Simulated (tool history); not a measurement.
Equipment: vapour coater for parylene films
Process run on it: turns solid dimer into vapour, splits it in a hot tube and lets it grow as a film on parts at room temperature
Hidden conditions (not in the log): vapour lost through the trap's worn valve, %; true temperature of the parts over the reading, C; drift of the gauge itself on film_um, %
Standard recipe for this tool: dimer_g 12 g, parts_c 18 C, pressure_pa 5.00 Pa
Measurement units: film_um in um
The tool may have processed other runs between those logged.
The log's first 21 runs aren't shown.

run	hour	dimer_g	parts_c	pressure_pa	hours of work since the trap's valve was overhauled	hours of work since the table's thermometer was calibrated	film_um
22	822.2	12	18	5.00	298	60	3.29
23	852.3	12	18	5.00	315	77	3.30
24	894.5	6	11	5.00	338	100	2.21
25	918.2	18	11	2.36	351	113	7.49
26	969.2	6	10	5.00	378	141	2.30
# hour 1007.4: table's thermometer calibrated, once more
27	1009.1	6	10	11.54	400	1	1.92
28	1054.5	12	17	9.87	424	26	2.91
29	1095.4	12	13	4.01	447	48	4.06
30	1138.2	18	23	6.84	470	71	3.61
31	1186.0	18	23	6.84	496	97	3.61
32	1234.8	6	17	2.95	523	124	1.79
33	1280.6	7	17	5.62	548	149	1.82
34	1306.3	7	17	5.62	562	163	1.85
35	1359.6	19	18	5.62	591	192	4.76
36	1399.9	16	18	5.62	613	214	4.02
37	1427.9	18	18	5.00	628	230	4.61

Run 38, settings as shown, results not yet in. Your forecast:
# hour 1454.2: trap's valve overhauled
38	1456.3	18	18	5.00	1	243	?

For run 38 the tool returned film_um 5.16 um.
With no hidden state in the tool, this same run would have given film_um 5.15 um.

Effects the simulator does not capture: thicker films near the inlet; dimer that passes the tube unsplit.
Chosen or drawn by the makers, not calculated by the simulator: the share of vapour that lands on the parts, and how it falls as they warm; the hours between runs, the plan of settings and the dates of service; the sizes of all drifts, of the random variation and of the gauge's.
